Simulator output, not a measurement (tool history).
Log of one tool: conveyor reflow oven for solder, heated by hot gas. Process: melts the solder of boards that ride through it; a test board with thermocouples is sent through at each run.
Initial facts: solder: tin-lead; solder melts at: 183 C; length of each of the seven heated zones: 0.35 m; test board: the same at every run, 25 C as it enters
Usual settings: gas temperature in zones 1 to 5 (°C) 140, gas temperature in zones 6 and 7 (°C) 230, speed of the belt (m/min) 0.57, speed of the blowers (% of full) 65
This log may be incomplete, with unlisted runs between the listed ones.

run,hour,gas temperature in zones 1 to 5 (°C),gas temperature in zones 6 and 7 (°C),speed of the belt (m/min),speed of the blowers (% of full),highest temperature of the board (°C),time above the solder's melting point (s)
1,0,140,230,0.57,65,206.7,45.2
2,40.7,140,230,0.57,83,210.2,49.8
3,72.1,140,230,0.57,79,208.7,48.2
# hour 94: flux residue cleaned out of gas plates and filters
4,128.7,140,230,0.57,71,211.2,52
5,180.7,140,230,0.57,71,210.3,50
6,227.7,140,230,0.497,65,214.2,62.1
7,281.5,140,230,0.497,65,213.4,61.3
# hour 288.2: belt drive overhauled, speed set with a stopwatch
8,313.5,140,230,0.497,65,214.1,62.1
9,351,140,230,0.497,65,213.8,62.9
10,382.4,140,230,0.497,65,214,62.1
11,420.5,140,230,0.57,51,205.1,43.5
12,452.8,140,230,0.57,51,205.1,44.8
13,503,144,230,0.606,65,207.4,46.1
14,537.9,144,230,0.606,65,205.6,44.9
15,574.3,144,230,0.606,65,207.5,44.3
16,631.5,144,230,0.606,63,206.6,44.2
# hour 686.5: belt drive overhauled, speed set with a stopwatch, once more
17,698.2,137,235,0.48,53,213.1,59.9
# hour 741.1: flux residue cleaned out of gas plates and filters
18,747.7,137,235,0.48,53,216.2,63.8
19,804.1,137,235,0.48,53,215.5,64.2

Below are 5 alternative next runs, each starting from the tool's condition after run 19. Predict each:
A,834.7,154,238,0.607,53,?,?
B,834.7,141,235,0.48,53,?,?
C,834.7,138,223,0.48,53,?,?
D,834.7,153,242,0.48,59,?,?
E,834.7,152,235,0.624,65,?,?

run,highest temperature of the board (°C),time above the solder's melting point (s)
A,213.9,53.9
B,217.5,66.4
C,206.1,52.9
D,226,79.8
E,213.3,52.1
Stripped of hidden state, with their random variation kept, the same runs would have yielded:
run,highest temperature of the board (°C),time above the solder's melting point (s)
A,213.9,53.9
B,217.4,66.2
C,206,52.7
D,225.8,79.5
E,213.3,52.2
